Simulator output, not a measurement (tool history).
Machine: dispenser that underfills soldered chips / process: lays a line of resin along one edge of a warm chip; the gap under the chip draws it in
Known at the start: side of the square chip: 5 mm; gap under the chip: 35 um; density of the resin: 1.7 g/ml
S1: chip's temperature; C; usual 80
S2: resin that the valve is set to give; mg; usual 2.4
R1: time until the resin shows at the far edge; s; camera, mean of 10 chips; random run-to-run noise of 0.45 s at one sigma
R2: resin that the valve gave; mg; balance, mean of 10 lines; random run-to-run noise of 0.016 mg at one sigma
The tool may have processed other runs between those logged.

run,hour,S1,S2,R1,R2
1,0,80,2.4,36.3,2.38
2,6.2,80,2.4,45.9,2.34
3,11,80,2.4,37.6,2.35
4,18.5,80,2.41,35.1,2.34
5,25.2,69,2.41,71.2,2.34
6,29.2,69,2.36,57.7,2.28
7,35,69,2.36,70.6,2.28
8,39,80,2.4,34.3,2.32
9,43.2,80,2.4,40,2.31
10,47.6,80,2.4,46.8,2.33
11,51.8,80,2.4,38.7,2.3
12,58,80,2.4,47,2.31
13,65.6,88,2.4,29.7,2.3
14,69.9,74,2.96,43.7,2.84
15,75.3,74,2.96,52.8,2.82
16,80.7,74,2.66,44.3,2.55
17,84.7,75,2.94,47.8,2.82
18,89,73,2.4,60.6,2.41
19,95.9,83,2.99,34.4,3.02
20,99.3,83,2.99,38.8,2.98
21,106.4,79,2.24,42.7,2.24
22,114,67,2.3,67.4,2.28
23,117.3,67,2.3,74.6,2.3
24,123.3,79,2.72,35.8,2.71
25,129.1,83,2.19,38.6,2.18
26,134.6,87,2.47,26.5,2.39

Not shown: 14 entries that the log had between the listed runs. Between which runs, and how does the tool's hidden state differ before and after?
In the gap between runs 2 and 3: new syringe of resin (hour 7.3)
  resin's viscosity, % of fresh resin's: 136.2 -> 113.9; dose that the valve gives, % of what is set: 97.45 -> 97.36; true chip temperature over the reading, C: -0.06 -> -0.07
  difference, measured minus the result without the unlogged condition, R1: +12.3 -> +4.8 s; R2: -0.06 -> -0.06 mg
In the gap between runs 3 and 4: new syringe of resin (hour 17.5)
  resin's viscosity, % of fresh resin's: 113.9 -> 104; dose that the valve gives, % of what is set: 97.36 -> 97.21; true chip temperature over the reading, C: -0.07 -> -0.1
  difference, measured minus the result without the unlogged condition, R1: +4.8 -> +1.6 s; R2: -0.06 -> -0.07 mg
In the gap between runs 5 and 6: new syringe of resin (hour 27.8)
  resin's viscosity, % of fresh resin's: 130.9 -> 104.9; dose that the valve gives, % of what is set: 97.08 -> 97; true chip temperature over the reading, C: -0.13 -> -0.15
  difference, measured minus the result without the unlogged condition, R1: +17.2 -> +3.3 s; R2: -0.07 -> -0.07 mg
In the gap between runs 7 and 8: new syringe of resin (hour 38.3)
  resin's viscosity, % of fresh resin's: 127.7 -> 102.7; dose that the valve gives, % of what is set: 96.87 -> 96.79; true chip temperature over the reading, C: -0.17 -> -0.19
  difference, measured minus the result without the unlogged condition, R1: +16.1 -> +1.3 s; R2: -0.07 -> -0.07 mg
In the gap between runs 10 and 11: new syringe of resin (hour 48.3)
  resin's viscosity, % of fresh resin's: 137.6 -> 113.4; dose that the valve gives, % of what is set: 96.62 -> 96.54; true chip temperature over the reading, C: -0.22 -> -0.24
  difference, measured minus the result without the unlogged condition, R1: +13 -> +5 s; R2: -0.08 -> -0.09 mg
In the gap between runs 12 and 13: new syringe of resin (hour 59)
  resin's viscosity, % of fresh resin's: 140.3 -> 126.1; dose that the valve gives, % of what is set: 96.42 -> 96.27; true chip temperature over the reading, C: -0.26 -> -0.29
  difference, measured minus the result without the unlogged condition, R1: +13.9 -> +6.7 s; R2: -0.08 -> -0.09 mg
In the gap between runs 13 and 14: new syringe of resin (hour 69.4)
  resin's viscosity, % of fresh resin's: 126.1 -> 101; dose that the valve gives, % of what is set: 96.27 -> 96.19; true chip temperature over the reading, C: -0.29 -> -0.31
  difference, measured minus the result without the unlogged condition, R1: +6.7 -> +1.1 s; R2: -0.09 -> -0.11 mg
In the gap between runs 15 and 16: new syringe of resin (hour 79.8)
  resin's viscosity, % of fresh resin's: 121.6 -> 100.9; dose that the valve gives, % of what is set: 96.06 -> 95.96; true chip temperature over the reading, C: -0.33 -> -0.35
  difference, measured minus the result without the unlogged condition, R1: +10.1 -> +1.2 s; R2: -0.12 -> -0.1 mg
In the gap between runs 17 and 18: dispensing valve cleaned and set on the balance (hour 88.3)
  resin's viscosity, % of fresh resin's: 115.6 -> 129.7; dose that the valve gives, % of what is set: 95.88 -> 99.85; true chip temperature over the reading, C: -0.37 -> -0.38
  difference, measured minus the result without the unlogged condition, R1: +7.2 -> +14.7 s; R2: -0.13 -> +0 mg
In the gap between runs 18 and 19: new syringe of resin (hour 91)
  resin's viscosity, % of fresh resin's: 129.7 -> 118.8; dose that the valve gives, % of what is set: 99.85 -> 99.71; true chip temperature over the reading, C: -0.38 -> -0.41
  difference, measured minus the result without the unlogged condition, R1: +14.7 -> +6 s; R2: +0 -> +0 mg
In the gap between runs 20 and 21: new syringe of resin (hour 101.2)
  resin's viscosity, % of fresh resin's: 133.5 -> 120.9; dose that the valve gives, % of what is set: 99.64 -> 99.5; true chip temperature over the reading, C: -0.42 -> -0.45
  difference, measured minus the result without the unlogged condition, R1: +10.3 -> +8.2 s; R2: -0.01 -> -0.01 mg
In the gap between runs 21 and 22: new syringe of resin (hour 111.5)
  resin's viscosity, % of fresh resin's: 120.9 -> 108.7; dose that the valve gives, % of what is set: 99.5 -> 99.35; true chip temperature over the reading, C: -0.45 -> -0.48
  difference, measured minus the result without the unlogged condition, R1: +8.2 -> +6.8 s; R2: -0.01 -> -0.02 mg
In the gap between runs 23 and 24: new syringe of resin (hour 121.9)
  resin's viscosity, % of fresh resin's: 121.5 -> 103.6; dose that the valve gives, % of what is set: 99.29 -> 99.17; true chip temperature over the reading, C: -0.49 -> -0.51
  difference, measured minus the result without the unlogged condition, R1: +14.7 -> +2 s; R2: -0.01 -> -0.02 mg
In the gap between runs 25 and 26: new syringe of resin (hour 132.3)
  resin's viscosity, % of fresh resin's: 126.3 -> 109.1; dose that the valve gives, % of what is set: 99.05 -> 98.95; true chip temperature over the reading, C: -0.54 -> -0.56
  difference, measured minus the result without the unlogged condition, R1: +8.7 -> +2.8 s; R2: -0.02 -> -0.03 mg
